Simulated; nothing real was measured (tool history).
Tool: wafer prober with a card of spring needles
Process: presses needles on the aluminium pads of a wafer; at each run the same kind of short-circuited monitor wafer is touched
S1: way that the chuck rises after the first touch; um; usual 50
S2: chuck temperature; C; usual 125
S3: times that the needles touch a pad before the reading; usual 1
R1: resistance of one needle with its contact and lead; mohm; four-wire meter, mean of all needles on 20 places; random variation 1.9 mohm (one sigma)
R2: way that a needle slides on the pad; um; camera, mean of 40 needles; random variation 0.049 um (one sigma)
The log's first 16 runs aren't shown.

run   hour  S1   S2  S3   R1     R2
     327.1  -- tips cleaned on abrasive film
     338.1  -- tips cleaned on abrasive film
 17  340.3  50  125   1  228   8.49
     349.3  -- tips cleaned on abrasive film
     361.1  -- tips cleaned on abrasive film
 18  364.9  44   42   2  225   7.34
     372.2  -- tips cleaned on abrasive film
 19  379.4  50   64   1  241   8.40
     383.2  -- tips cleaned on abrasive film
     393.9  -- tips cleaned on abrasive film
 20  395.7  46  124   3  216   7.55
     404.5  -- tips cleaned on abrasive film
 21  412.8  50  125   2  245   8.36
     415.3  -- tips cleaned on abrasive film
     426.2  -- tips cleaned on abrasive film
 22  429.5  43   26   3  207   7.09
     438.9  -- tips cleaned on abrasive film
     445.1  -- height of the first contact set anew
     450.4  -- tips cleaned on abrasive film
 23  454.3  43   26   2  222   7.56
     461.5  -- tips cleaned on abrasive film
     472.5  -- tips cleaned on abrasive film
 24  479.4  37   70   2  254   6.52
     484.1  -- tips cleaned on abrasive film
     495.5  -- tips cleaned on abrasive film
 25  503.9  37   70   2  261   6.43
     506.0  -- tips cleaned on abrasive film
     517.7  -- tips cleaned on abrasive film
     529.1  -- tips cleaned on abrasive film
 26  530.4  37   70   2  219   6.44
     540.7  -- tips cleaned on abrasive film
 27  544.7  37   70   2  236   6.41
     552.4  -- tips cleaned on abrasive film
 28  562.6  50   65   2  234   8.78
     564.4  -- tips cleaned on abrasive film
     575.8  -- tips cleaned on abrasive film
     587.1  -- tips cleaned on abrasive film
 29  587.1  42  125   1  221   7.14
     598.7  -- tips cleaned on abrasive film
 30  602.5  59   61   1  215  10.21
     609.9  -- tips cleaned on abrasive film
 31  616.3  37   96   1  289   6.32

3 ways to go on from here, each from the tool as it stands after run 31. What would each give?
     621.1  -- tips cleaned on abrasive film
     632.5  -- tips cleaned on abrasive film
  A  641.0  50  34   1   ?   ?
     621.1  -- tips cleaned on abrasive film
     632.5  -- tips cleaned on abrasive film
  B  641.0  50  94   1   ?   ?
     621.1  -- tips cleaned on abrasive film
     632.5  -- tips cleaned on abrasive film
  C  641.0  44  96   1   ?   ?

run   R1    R2
  A  249  8.55
  B  256  8.59
  C  280  7.59
Without the tool's hidden state the same runs would have given:
run   R1    R2
  A  180  8.85
  B  192  8.88
  C  199  7.89
